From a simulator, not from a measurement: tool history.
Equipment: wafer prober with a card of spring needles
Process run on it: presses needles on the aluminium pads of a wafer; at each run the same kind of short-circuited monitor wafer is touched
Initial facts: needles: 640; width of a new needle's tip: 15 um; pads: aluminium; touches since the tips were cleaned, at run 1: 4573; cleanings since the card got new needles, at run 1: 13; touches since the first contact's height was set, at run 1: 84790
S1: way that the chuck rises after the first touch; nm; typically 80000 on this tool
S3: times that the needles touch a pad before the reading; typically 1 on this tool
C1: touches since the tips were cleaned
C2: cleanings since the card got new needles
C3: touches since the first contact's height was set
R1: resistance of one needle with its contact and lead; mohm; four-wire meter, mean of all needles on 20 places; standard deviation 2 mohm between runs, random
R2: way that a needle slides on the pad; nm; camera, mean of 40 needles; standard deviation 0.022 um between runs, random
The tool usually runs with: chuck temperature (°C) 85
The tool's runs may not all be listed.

Run 1, hour 0: usual settings; C1 4573; C2 13; C3 84790. Result: R1 266 mohm, R2 17310 nm.
At hour 3.4: tips cleaned on abrasive film.
Run 2, hour 10: usual settings but S1 65000 nm; C1 1609; C2 14; C3 87200. Result: R1 253 mohm, R2 13980 nm.
At hour 25.2: tips cleaned on abrasive film.
Run 3, hour 33.6: usual settings but S1 65000 nm; C1 2029; C2 15; C3 92889. Result: R1 258 mohm, R2 13940 nm.
At hour 48.1: tips cleaned on abrasive film.
Run 4, hour 49.5: usual settings but S1 75000 nm; C1 336; C2 16; C3 96742. Result: R1 228 mohm, R2 16150 nm.
Run 5, hour 65.1: usual settings but S1 75000 nm; C1 4107; C2 16; C3 100513. Result: R1 263 mohm, R2 16150 nm.
At hour 69.6: tips cleaned on abrasive film.
Run 6, hour 75.8: usual settings but S1 75000 nm; C1 1506; C2 17; C3 103099. Result: R1 240 mohm, R2 16110 nm.
At hour 92.5: tips cleaned on abrasive film.
Run 7, hour 93.1: usual settings but S1 75000 nm, chuck temperature (°C) 82; C1 167; C2 18; C3 107282. Result: R1 222 mohm, R2 16130 nm.
Run 8, hour 103: usual settings but S1 75000 nm, chuck temperature (°C) 82; C1 2568; C2 18; C3 109683. Result: R1 249 mohm, R2 16120 nm.
At hour 113.9: tips cleaned on abrasive film.
Run 9, hour 121.2: usual settings but S1 75000 nm, chuck temperature (°C) 68; C1 1760; C2 19; C3 114063. Result: R1 239 mohm, R2 16100 nm.
At hour 136.5: tips cleaned on abrasive film.
Run 10, hour 137.7: usual settings; C1 299; C2 20; C3 118051. Result: R1 223 mohm, R2 17170 nm.
At hour 158.3: tips cleaned on abrasive film.
Run 11, hour 160.3: usual settings but chuck temperature (°C) 54; C1 489; C2 21; C3 123515. Result: R1 220 mohm, R2 17170 nm.
Run 12, hour 177.3: usual settings; C1 4611; C2 21; C3 127637. Result: R1 263 mohm, R2 17130 nm.
At hour 180.7: tips cleaned on abrasive film.
Run 13, hour 187.5: usual settings; C1 1645; C2 22; C3 130087. Result: R1 240 mohm, R2 17140 nm.
At hour 202.3: tips cleaned on abrasive film.
Run 14, hour 206.1: usual settings; C1 927; C2 23; C3 134582. Result: R1 231 mohm, R2 17100 nm.
Run 15, hour 223.3: usual settings; C1 5099; C2 23; C3 138754. Result: R1 261 mohm, R2 17130 nm.

What does the tool deliver on the next run?
At hour 225: tips cleaned on abrasive film.
Run 16, hour 243.4: usual settings; C1 4475; C2 24; C3 143619. Result: R1 ?, R2 ?.

Run 16 came out at R1 264 mohm, R2 17120 nm.
Minus the tool's unlogged condition, the same run would have read R1 219 mohm, R2 17500 nm.

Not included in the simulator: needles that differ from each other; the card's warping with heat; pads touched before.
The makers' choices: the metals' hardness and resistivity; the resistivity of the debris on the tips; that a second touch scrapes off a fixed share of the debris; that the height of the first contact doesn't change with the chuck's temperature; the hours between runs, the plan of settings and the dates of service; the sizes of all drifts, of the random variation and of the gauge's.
